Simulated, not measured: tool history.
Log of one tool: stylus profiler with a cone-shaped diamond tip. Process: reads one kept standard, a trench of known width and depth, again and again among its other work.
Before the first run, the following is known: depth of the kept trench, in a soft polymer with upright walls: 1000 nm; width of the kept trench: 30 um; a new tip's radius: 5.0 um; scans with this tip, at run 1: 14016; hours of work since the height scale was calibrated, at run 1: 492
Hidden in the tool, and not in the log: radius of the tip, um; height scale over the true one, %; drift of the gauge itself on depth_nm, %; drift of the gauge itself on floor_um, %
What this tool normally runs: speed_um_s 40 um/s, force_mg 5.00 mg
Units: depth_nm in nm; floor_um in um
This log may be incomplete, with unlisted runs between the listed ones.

| run | hour | speed_um_s | force_mg | scans with this tip | hours of work since the height scale was calibrated | depth_nm | floor_um |
|---|---|---|---|---|---|---|---|
| 1 | 0.0 | 40 | 5.00 | 14016 | 492 | 1014.55 | 21.69 |
| 2 | 97.8 | 40 | 5.00 | 14508 | 540 | 1014.67 | 21.64 |
| 3 | 191.6 | 40 | 5.00 | 14980 | 585 | 1014.74 | 21.56 |
| 4 | 271.3 | 40 | 5.00 | 15382 | 624 | 1014.85 | 21.54 |
| 5 | 354.5 | 40 | 5.00 | 15801 | 664 | 1014.73 | 21.45 |
| 6 | 476.6 | 40 | 5.00 | 16416 | 723 | 1014.83 | 21.40 |
| 7 | 554.6 | 21 | 5.00 | 16808 | 761 | 1014.92 | 21.36 |
|  | 561.4 | height scale calibrated on a step standard |
| 8 | 643.4 | 21 | 10.23 | 17253 | 40 | 1023.51 | 21.33 |
| 9 | 715.5 | 21 | 10.23 | 17616 | 75 | 1023.57 | 21.32 |
| 10 | 819.0 | 21 | 10.23 | 18137 | 125 | 1023.55 | 21.18 |
| 11 | 928.9 | 27 | 4.76 | 18690 | 178 | 1014.98 | 21.15 |
|  | 979.2 | height scale calibrated on a step standard, once more |
| 12 | 996.8 | 34 | 4.76 | 19030 | 9 | 1012.85 | 21.04 |
| 13 | 1078.9 | 64 | 5.00 | 19443 | 48 | 1013.34 | 20.93 |
| 14 | 1165.8 | 64 | 5.00 | 19881 | 90 | 1013.37 | 20.83 |
| 15 | 1277.4 | 11 | 5.00 | 20443 | 145 | 1013.42 | 20.91 |
| 16 | 1406.3 | 78 | 4.21 | 21092 | 207 | 1012.11 | 20.71 |

Each row is a separate what-if for the run after 16, all from the same tool condition, not one after another. Results?
| A | 1529.2 | 78 | 2.01 | 21711 | 267 | ? | ? |
| B | 1529.2 | 78 | 7.05 | 21711 | 267 | ? | ? |
| C | 1529.2 | 150 | 4.21 | 21711 | 267 | ? | ? |
| D | 1529.2 | 40 | 3.09 | 21711 | 267 | ? | ? |

| run | depth_nm | floor_um |
|---|---|---|
| A | 1007.51 | 20.56 |
| B | 1017.19 | 20.60 |
| C | 1012.18 | 20.46 |
| D | 1009.98 | 20.68 |
Stripped of hidden state, with their random variation kept, the same runs would have yielded:
| run | depth_nm | floor_um |
|---|---|---|
| A | 1007.26 | 23.82 |
| B | 1016.94 | 23.86 |
| C | 1011.92 | 23.72 |
| D | 1009.73 | 23.93 |
